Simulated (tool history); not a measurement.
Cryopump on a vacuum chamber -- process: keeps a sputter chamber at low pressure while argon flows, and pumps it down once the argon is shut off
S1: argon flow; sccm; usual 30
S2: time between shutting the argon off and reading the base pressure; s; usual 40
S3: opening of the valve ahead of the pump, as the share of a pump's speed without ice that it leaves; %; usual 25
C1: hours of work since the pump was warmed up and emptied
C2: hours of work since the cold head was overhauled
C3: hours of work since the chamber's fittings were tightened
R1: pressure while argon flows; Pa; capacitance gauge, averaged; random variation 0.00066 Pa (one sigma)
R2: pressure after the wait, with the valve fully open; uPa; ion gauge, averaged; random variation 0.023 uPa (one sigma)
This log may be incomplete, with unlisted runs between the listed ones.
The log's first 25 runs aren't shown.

run,hour,S1,S2,S3,C1,C2,C3,R1,R2
26,483,14,40,26,409,409,231,0.051,0.88
27,508.4,21,51,25,422,422,244,0.0792,0.75
28,528.4,55,23,50,432,432,255,0.1082,1.36
29,541,55,23,50,439,439,261,0.1068,1.34
30,561.8,55,23,50,449,449,272,0.1087,1.39
31,581.3,56,21,17,460,460,282,0.303,1.46
32,603.3,56,21,17,471,471,294,0.3045,1.43
33,617.4,56,21,56,478,478,301,0.1021,1.46
34,639.1,37,41,25,490,490,312,0.1395,0.9

Alternative continuations, all from the tool just after run 34; predict every row:
A,652.7,14,70,25,497,497,319,?,?
B,652.7,30,76,25,497,497,319,?,?
C,652.7,17,266,25,497,497,319,?,?

run,R1,R2
A,0.0518,0.65
B,0.1138,0.61
C,0.0648,0.4
Without the tool's unlogged condition, the same runs would have read:
run,R1,R2
A,0.0487,0.49
B,0.1069,0.46
C,0.0609,0.25
